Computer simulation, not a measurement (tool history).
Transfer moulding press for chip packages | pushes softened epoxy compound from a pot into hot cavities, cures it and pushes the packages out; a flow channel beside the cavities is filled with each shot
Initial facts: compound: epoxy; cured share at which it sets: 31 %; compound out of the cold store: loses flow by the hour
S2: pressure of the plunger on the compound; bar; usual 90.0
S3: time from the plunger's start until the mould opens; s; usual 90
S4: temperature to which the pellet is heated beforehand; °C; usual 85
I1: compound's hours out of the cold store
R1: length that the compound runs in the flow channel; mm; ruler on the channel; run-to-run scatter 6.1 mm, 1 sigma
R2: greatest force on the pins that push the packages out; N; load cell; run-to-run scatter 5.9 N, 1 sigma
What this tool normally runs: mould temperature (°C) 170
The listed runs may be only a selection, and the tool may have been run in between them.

run 1 hour=0.0 | mould_temperature_(°C)=170 S2=90.0 S3=90 S4=85 | I1=29.5 | R1=748 R2=238
run 2 hour=10.8 | mould_temperature_(°C)=170 S2=90.0 S3=90 S4=85 | I1=45.9 | R1=671 R2=264
run 3 hour=16.5 | mould_temperature_(°C)=170 S2=90.0 S3=70 S4=85 | I1=10.1 | R1=848 R2=542
-- hour=22.0 plunger's sealing rings changed
run 4 hour=30.6 | mould_temperature_(°C)=170 S2=90.0 S3=90 S4=81 | I1=30.5 | R1=772 R2=305
run 5 hour=41.9 | mould_temperature_(°C)=170 S2=90.0 S3=90 S4=81 | I1=31.9 | R1=759 R2=322
run 6 hour=49.0 | mould_temperature_(°C)=170 S2=90.0 S3=101 S4=85 | I1=18.5 | R1=817 R2=306
run 7 hour=57.8 | mould_temperature_(°C)=170 S2=90.0 S3=101 S4=85 | I1=16.1 | R1=841 R2=305
run 8 hour=70.7 | mould_temperature_(°C)=170 S2=69.0 S3=90 S4=85 | I1=30.2 | R1=660 R2=355
-- hour=78.0 cavities cleaned with cleaning compound and waxed
run 9 hour=83.2 | mould_temperature_(°C)=170 S2=69.0 S3=90 S4=85 | I1=11.8 | R1=747 R2=244
run 10 hour=89.9 | mould_temperature_(°C)=170 S2=90.0 S3=99 S4=85 | I1=21.1 | R1=805 R2=222
run 11 hour=99.5 | mould_temperature_(°C)=170 S2=90.0 S3=99 S4=85 | I1=12.9 | R1=850 R2=249
run 12 hour=108.7 | mould_temperature_(°C)=177 S2=82.5 S3=90 S4=85 | I1=28.4 | R1=722 R2=244

What does the tool deliver on the next run?
run 13 hour=116.3 | mould_temperature_(°C)=165 S2=71.5 S3=79 S4=89 | I1=17.7 | R1=? R2=?

Run 13 gave R1 743 mm, R2 583 N.
With the hidden condition absent and the run-to-run variation left alone, this run would have shown R1 760 mm, R2 401 N.
